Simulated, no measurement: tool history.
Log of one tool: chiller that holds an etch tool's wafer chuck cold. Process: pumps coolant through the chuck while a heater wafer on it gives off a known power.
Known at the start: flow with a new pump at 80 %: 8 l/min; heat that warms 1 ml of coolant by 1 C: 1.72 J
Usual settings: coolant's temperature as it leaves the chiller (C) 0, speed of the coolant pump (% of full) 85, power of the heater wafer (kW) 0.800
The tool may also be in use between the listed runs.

run     day  coolant's temperature as it leaves the chiller (C)  speed of the coolant pump (% of full)  power of the heater wafer (kW)  chuck's temperature once it has settled (C)  how much warmer the coolant comes back (C)
  1   0.000                                                   0                                     85                           0.800                                          8.1                                        3.30
  2   4.912                                                   0                                     85                           0.800                                          8.1                                        3.30
  3   8.712                                                   0                                     85                           0.800                                          8.1                                        3.30
  4  12.529                                                   0                                     85                           0.800                                          8.1                                        3.32
     15.075  -- chiller's thermometer calibrated
  5  15.567                                                   0                                     85                           0.800                                          8.5                                        3.32
  6  18.396                                                   0                                     85                           0.800                                          8.4                                        3.31
  7  22.904                                                   0                                     85                           0.800                                          8.5                                        3.32
  8  25.733                                                   0                                     85                           0.800                                          8.3                                        3.31
  9  28.933                                                   0                                     85                           0.699                                          7.3                                        2.89
 10  31.708                                                   1                                     85                           0.699                                          8.3                                        2.88
 11  36.883                                                   1                                     85                           0.699                                          8.4                                        2.92
 12  39.300                                                   1                                     84                           0.512                                          6.5                                        2.15
 13  44.171                                                   1                                     78                           0.512                                          6.7                                        2.33
 14  48.667                                                   1                                     78                           0.512                                          6.9                                        2.33
 15  53.183                                                   2                                     78                           0.512                                          7.8                                        2.32
 16  58.012                                                   2                                     66                           0.548                                          9.5                                        3.00
 17  60.796                                                   0                                     89                           1.005                                         10.4                                        4.01
 18  64.346                                                   3                                     83                           0.909                                         13.2                                        3.91
 19  69.158                                                   2                                     84                           0.663                                          9.2                                        2.80
 20  72.517                                                   6                                     84                           0.756                                         14.3                                        3.19
 21  76.058                                                  -9                                     70                           0.516                                         -2.4                                        2.65

Forecast each of these 3 alternatives for the next run:
  A  79.212                                                   4                                     83                           0.800                                            ?                                           ?
  B  79.212                                                  -9                                     91                           0.755                                            ?                                           ?
  C  79.212                                                   0                                     87                           0.768                                            ?                                           ?

run  chuck's temperature once it has settled (C)  how much warmer the coolant comes back (C)
  A                                         12.9                                        3.44
  B                                         -1.2                                        2.93
  C                                          8.1                                        3.15
Without the tool's hidden state the same runs would have given:
run  chuck's temperature once it has settled (C)  how much warmer the coolant comes back (C)
  A                                         12.0                                        3.34
  B                                         -1.9                                        2.85
  C                                          7.2                                        3.07

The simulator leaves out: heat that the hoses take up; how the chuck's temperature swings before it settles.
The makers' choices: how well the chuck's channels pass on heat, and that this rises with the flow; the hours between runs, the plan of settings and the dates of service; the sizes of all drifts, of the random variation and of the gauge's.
